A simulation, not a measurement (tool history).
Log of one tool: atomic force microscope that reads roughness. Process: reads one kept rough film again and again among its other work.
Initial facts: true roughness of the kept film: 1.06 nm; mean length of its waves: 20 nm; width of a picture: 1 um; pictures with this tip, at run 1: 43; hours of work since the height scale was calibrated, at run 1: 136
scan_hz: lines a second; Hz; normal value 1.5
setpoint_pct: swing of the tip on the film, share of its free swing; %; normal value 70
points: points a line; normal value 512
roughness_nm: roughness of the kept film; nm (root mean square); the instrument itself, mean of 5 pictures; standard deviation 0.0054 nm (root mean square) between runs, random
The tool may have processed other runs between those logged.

run	hour	scan_hz	setpoint_pct	points	pictures with this tip	hours of work since the height scale was calibrated	roughness_nm
1	0	1.5	70	512	43	136	0.873
2	8.8	1.5	62	512	58	140	0.897
3	18.1	1.5	70	512	73	145	0.86
4	28.7	1.5	70	512	91	150	0.841
5	40.7	1.5	70	512	111	156	0.834
6	49.1	1.5	70	512	125	161	0.823
7	63.6	1.5	70	512	149	168	0.812
8	76.6	2.26	56	454	171	175	0.831
9	85.7	0.82	79	945	186	179	0.816
10	97.4	0.82	79	945	205	185	0.8
# hour 99.7: height scale calibrated on a step standard
11	105.1	0.82	79	945	216	3	0.794
12	119.9	0.82	79	945	241	10	0.78
13	131.7	0.82	79	945	261	16	0.778
14	139.4	2.46	71	998	273	20	0.708

Forecast each of these 3 alternatives for the next run:
A	151.7	1.58	64	949	294	26	?
B	151.7	0.88	70	512	294	26	?
C	151.7	0.71	79	512	294	26	?

run	roughness_nm
A	0.775
B	0.77
C	0.757
Take away the tool's hidden state, keep each run's random variation, and the runs would have read:
run	roughness_nm
A	0.922
B	0.917
C	0.902

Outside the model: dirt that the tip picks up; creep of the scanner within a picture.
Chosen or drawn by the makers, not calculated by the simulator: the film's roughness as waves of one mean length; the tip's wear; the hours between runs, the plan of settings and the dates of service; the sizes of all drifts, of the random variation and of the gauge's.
